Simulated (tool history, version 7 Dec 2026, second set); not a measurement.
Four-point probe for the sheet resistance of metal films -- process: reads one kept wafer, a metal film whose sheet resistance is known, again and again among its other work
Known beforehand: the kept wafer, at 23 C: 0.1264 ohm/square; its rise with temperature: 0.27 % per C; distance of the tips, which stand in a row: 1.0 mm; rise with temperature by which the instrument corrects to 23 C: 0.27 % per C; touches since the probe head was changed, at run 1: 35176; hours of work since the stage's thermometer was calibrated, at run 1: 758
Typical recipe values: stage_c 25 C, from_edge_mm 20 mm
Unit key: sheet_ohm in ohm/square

| run | hour | stage_c | from_edge_mm | touches since the probe head was changed | hours of work since the stage's thermometer was calibrated | sheet_ohm |
|---|---|---|---|---|---|---|
| 1 | 0 | 25 | 20 | 35176 | 758 | 0.126598 |
| 2 | 92.3 | 25 | 20 | 37283 | 804 | 0.126571 |
| 3 | 161 | 25 | 20 | 38851 | 838 | 0.126603 |
| 4 | 222.2 | 25 | 20 | 40250 | 868 | 0.126554 |
| 5 | 297.8 | 25 | 20 | 41976 | 905 | 0.126622 |
| 6 | 372.3 | 25 | 20 | 43677 | 942 | 0.126636 |
| 7 | 429.6 | 25 | 5 | 44985 | 970 | 0.129047 |
| 8 | 506.1 | 23 | 71 | 46731 | 1007 | 0.126454 |
| 9 | 574.5 | 26 | 10 | 48292 | 1041 | 0.127137 |
| 10 | 681.9 | 26 | 10 | 50746 | 1094 | 0.127105 |
| 11 | 774 | 26 | 10 | 52847 | 1139 | 0.127128 |
| 12 | 876.3 | 23 | 23 | 55184 | 1190 | 0.126571 |
| 13 | 922.5 | 26 | 8 | 56238 | 1212 | 0.127496 |
| 14 | 985.4 | 24 | 20 | 57675 | 1243 | 0.126546 |

Forecast each of these 4 alternatives for the next run:
| A | 1056.1 | 18 | 12 | 59289 | 1278 | ? |
| B | 1056.1 | 19 | 20 | 59289 | 1278 | ? |
| C | 1056.1 | 31 | 20 | 59289 | 1278 | ? |
| D | 1056.1 | 29 | 56 | 59289 | 1278 | ? |

| run | sheet_ohm |
|---|---|
| A | 0.126851 |
| B | 0.126548 |
| C | 0.126628 |
| D | 0.126495 |
Without the tool's unlogged condition, the same runs would have read:
| run | sheet_ohm |
|---|---|
| A | 0.126845 |
| B | 0.126542 |
| C | 0.126622 |
| D | 0.12649 |

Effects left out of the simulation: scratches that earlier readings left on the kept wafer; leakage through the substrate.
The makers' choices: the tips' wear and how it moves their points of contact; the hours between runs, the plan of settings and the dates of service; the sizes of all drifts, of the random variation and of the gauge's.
